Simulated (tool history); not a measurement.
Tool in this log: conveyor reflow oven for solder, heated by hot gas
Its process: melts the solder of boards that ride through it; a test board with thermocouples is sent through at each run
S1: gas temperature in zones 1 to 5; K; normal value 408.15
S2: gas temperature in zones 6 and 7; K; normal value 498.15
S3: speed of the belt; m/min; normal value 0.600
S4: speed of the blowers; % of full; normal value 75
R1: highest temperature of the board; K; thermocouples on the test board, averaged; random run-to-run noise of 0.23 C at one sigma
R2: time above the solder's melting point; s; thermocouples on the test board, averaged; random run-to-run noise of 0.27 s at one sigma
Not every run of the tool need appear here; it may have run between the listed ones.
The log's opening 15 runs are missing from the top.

Run 16, hour 209.5: usual settings but S3 0.568 m/min. Result: R1 481.45 K, R2 46.9 s.
Run 17, hour 220.9: usual settings but S3 0.568 m/min. Result: R1 481.75 K, R2 47.0 s.
Run 18, hour 233.2: usual settings but S3 0.568 m/min. Result: R1 481.55 K, R2 47.4 s.
Run 19, hour 248.3: usual settings but S3 0.568 m/min. Result: R1 481.65 K, R2 46.8 s.
Run 20, hour 261.6: usual settings but S3 0.568 m/min. Result: R1 481.25 K, R2 46.8 s.
Run 21, hour 275.4: usual settings but S2 500.15 K. Result: R1 480.95 K, R2 43.1 s.
Run 22, hour 288.9: usual settings but S1 413.15 K, S2 500.15 K. Result: R1 482.05 K, R2 46.3 s.
Run 23, hour 310.8: usual settings but S1 413.15 K, S2 500.15 K. Result: R1 481.65 K, R2 45.9 s.
Run 24, hour 331.8: usual settings but S2 499.15 K, S4 87 % of full. Result: R1 481.75 K, R2 44.7 s.
Run 25, hour 348.9: usual settings but S1 416.15 K, S2 490.15 K, S4 61 % of full. Result: R1 472.25 K, R2 35.4 s.
Run 26, hour 363.2: usual settings but S1 416.15 K, S2 490.15 K, S4 61 % of full. Result: R1 472.15 K, R2 35.3 s.
Run 27, hour 383.2: usual settings but S4 79 % of full. Result: R1 479.55 K, R2 42.3 s.
Run 28, hour 393.3: usual settings but S1 422.15 K, S2 510.15 K. Result: R1 491.65 K, R2 56.8 s.
Run 29, hour 404.8: usual settings but S2 489.15 K, S3 0.649 m/min. Result: R1 469.15 K, R2 26.5 s.
Run 30, hour 415.0: usual settings but S1 399.15 K, S2 499.15 K, S3 0.649 m/min, S4 67 % of full. Result: R1 473.15 K, R2 28.4 s.

Predict each of these 4 candidate next runs independently; none follows another, all start after run 30:
Run A, hour 435.5: usual settings but S1 399.15 K, S2 505.15 K, S3 0.649 m/min, S4 51 % of full. Result: R1 ?, R2 ?.
Run B, hour 435.5: usual settings but S2 506.15 K. Result: R1 ?, R2 ?.
Run C, hour 435.5: usual settings but S4 77 % of full. Result: R1 ?, R2 ?.
Run D, hour 435.5: usual settings but S1 411.15 K, S2 510.15 K. Result: R1 ?, R2 ?.

run      R1    R2
  A  473.85  28.7
  B  485.75  46.7
  C  478.95  41.4
  D  489.25  51.0
Take away the tool's hidden state, keep each run's random variation, and the runs would have read:
run      R1    R2
  A  476.45  31.7
  B  488.35  48.8
  C  481.35  44.1
  D  491.85  52.9
